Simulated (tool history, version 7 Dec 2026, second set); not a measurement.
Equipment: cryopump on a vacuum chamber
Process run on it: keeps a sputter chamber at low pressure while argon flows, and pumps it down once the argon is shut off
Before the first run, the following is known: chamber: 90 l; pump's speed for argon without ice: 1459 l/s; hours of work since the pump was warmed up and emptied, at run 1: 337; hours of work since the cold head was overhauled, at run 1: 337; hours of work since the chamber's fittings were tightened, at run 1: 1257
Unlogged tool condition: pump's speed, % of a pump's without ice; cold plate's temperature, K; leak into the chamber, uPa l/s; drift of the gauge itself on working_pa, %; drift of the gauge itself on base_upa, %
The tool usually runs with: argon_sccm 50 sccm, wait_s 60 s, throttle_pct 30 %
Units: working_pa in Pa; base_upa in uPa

run,hour,argon_sccm,wait_s,throttle_pct,hours of work since the pump was warmed up and emptied,hours of work since the cold head was overhauled,hours of work since the chamber's fittings were tightened,working_pa,base_upa
1,0,50,60,30,337,337,1257,0.1987,2.14
2,7.7,50,60,30,342,342,1262,0.1977,2.25
3,15.2,50,60,45,347,347,1267,0.1335,2.25
4,32.7,50,60,45,359,359,1279,0.1334,2.27
5,49.8,50,60,45,371,371,1291,0.1317,2.24
6,61.7,50,60,30,379,379,1299,0.1965,2.27
7,70.4,50,60,30,385,385,1305,0.1971,2.3
8,80.5,50,60,30,392,392,1312,0.2,2.32
9,89.1,50,60,30,398,398,1318,0.1983,2.35
10,101.2,50,60,30,406,406,1326,0.1982,2.33
11,110.7,50,60,30,412,412,1333,0.1983,2.31
12,127.5,50,60,30,424,424,1344,0.1982,2.33
13,144.9,50,60,23,436,436,1356,0.2586,2.36
14,160.4,50,60,23,446,446,1367,0.2588,2.41
15,170.9,50,59,30,453,453,1374,0.1967,2.34
16,188.3,50,59,30,465,465,1386,0.1987,2.41
17,200.3,50,59,30,473,473,1394,0.2002,2.39
18,207.8,85,37,21,479,479,1399,0.4784,3.01
19,216,38,60,16,484,484,1404,0.2808,2.36
20,231.3,54,60,19,495,495,1415,0.3374,2.38
21,239.2,54,60,19,500,500,1420,0.334,2.42
22,253.6,22,43,22,510,510,1430,0.118,2.86
23,265.7,54,60,30,518,518,1438,0.2162,2.53
24,275.9,54,60,30,525,525,1445,0.2146,2.47
25,289.8,22,60,30,534,534,1455,0.0876,2.49
26,302.8,22,60,30,543,543,1464,0.0891,2.52
27,320.3,53,38,18,555,555,1476,0.349,3.06
28,329.8,41,202,39,562,562,1482,0.1277,1.78
29,339.3,44,146,40,568,568,1489,0.1345,1.95
30,349.5,73,149,28,575,575,1496,0.3143,1.92
31,360.5,61,149,16,583,583,1503,0.4449,1.93
32,374.6,59,60,18,592,592,1513,0.3889,2.6
33,389.9,50,73,31,603,603,1523,0.1948,2.41

Consider 3 possible next runs. They are alternatives, not a sequence: every one starts from the tool as it was left by run 33. What does each give?
A,397.1,20,94,20,608,608,1528,?,?
B,397.1,46,60,20,608,608,1528,?,?
C,397.1,50,74,31,608,608,1528,?,?

run,working_pa,base_upa
A,0.1189,2.2
B,0.273,2.48
C,0.1942,2.33
With the hidden condition removed and each run's random variation left untouched, the same runs would have given:
run,working_pa,base_upa
A,0.1156,0.81
B,0.2656,1.13
C,0.1862,0.97
